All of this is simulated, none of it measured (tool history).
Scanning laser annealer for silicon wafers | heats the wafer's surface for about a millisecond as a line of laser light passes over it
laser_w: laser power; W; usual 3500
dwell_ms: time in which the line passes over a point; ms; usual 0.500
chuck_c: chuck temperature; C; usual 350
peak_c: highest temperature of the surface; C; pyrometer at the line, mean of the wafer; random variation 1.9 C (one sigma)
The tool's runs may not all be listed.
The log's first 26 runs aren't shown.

run    hour  laser_w  dwell_ms  chuck_c  peak_c
 27  1206.5     3686     0.360      381    1024
 28  1237.4     3686     0.360      381    1023
     1277.2  -- optics aligned, line set to its width
 29  1300.4     3388     0.360      335     926
 30  1329.6     3388     0.360      335     927
 31  1377.1     3388     0.464      360    1037
 32  1425.0     3388     0.464      360    1035
 33  1482.2     3649     0.421      343    1031
 34  1541.6     3207     0.520      330    1004

Forecast run 35:
     1572.6  -- window over the wafer cleaned
 35  1576.3     3207     0.520      330       ?

Run 35 gave peak_c 1027 C.
Without the tool's hidden state the same run would have given peak_c 1027 C.
